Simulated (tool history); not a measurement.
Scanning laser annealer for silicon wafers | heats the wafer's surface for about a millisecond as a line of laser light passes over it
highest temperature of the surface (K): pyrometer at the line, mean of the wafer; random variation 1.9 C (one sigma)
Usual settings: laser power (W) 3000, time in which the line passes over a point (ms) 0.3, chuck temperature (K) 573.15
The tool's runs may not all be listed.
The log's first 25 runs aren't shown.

run	day	laser power (W)	time in which the line passes over a point (ms)	chuck temperature (K)	hours of work since the window was cleaned	hours of work since the power meter was calibrated	hours of work since the optics were aligned	highest temperature of the surface (K)
26	43.108	2805	0.236	608.15	675	1026	675	1214.15
27	45.158	3000	0.311	603.15	707	1058	707	1364.15
# day 47.283: window over the wafer cleaned
28	47.283	3000	0.311	603.15	0	1090	739	1424.15
29	49.479	3091	0.311	535.15	34	1125	774	1385.15
30	51.012	3000	0.258	573.15	58	1149	798	1309.15
31	52.617	3000	0.261	562.15	83	1174	823	1301.15
32	53.562	3000	0.261	562.15	98	1189	838	1298.15
33	55.562	2814	0.277	542.15	130	1220	869	1245.15
34	57.642	2613	0.27	567.15	162	1252	901	1198.15
35	59.121	2613	0.27	567.15	185	1276	925	1194.15
36	60.567	3000	0.331	554.15	208	1298	947	1385.15
37	61.996	3121	0.331	540.15	230	1321	970	1413.15
38	63.225	3036	0.229	567.15	250	1340	989	1255.15
39	64.45	2570	0.33	567.15	269	1359	1008	1249.15
40	65.938	3104	0.284	584.15	292	1382	1031	1376.15
41	67.221	2711	0.3	573.15	312	1403	1051	1263.15

4 ways to go on from here, each from the tool as it stands after run 41. What would each give?
A	69.071	3000	0.218	580.15	341	1431	1080	?
B	69.071	3222	0.3	550.15	341	1431	1080	?
C	69.071	2711	0.265	594.15	341	1431	1080	?
D	69.071	2765	0.321	573.15	341	1431	1080	?

run	highest temperature of the surface (K)
A	1233.15
B	1399.15
C	1235.15
D	1301.15
Without the tool's hidden state the same runs would have given:
run	highest temperature of the surface (K)
A	1262.15
B	1436.15
C	1262.15
D	1332.15
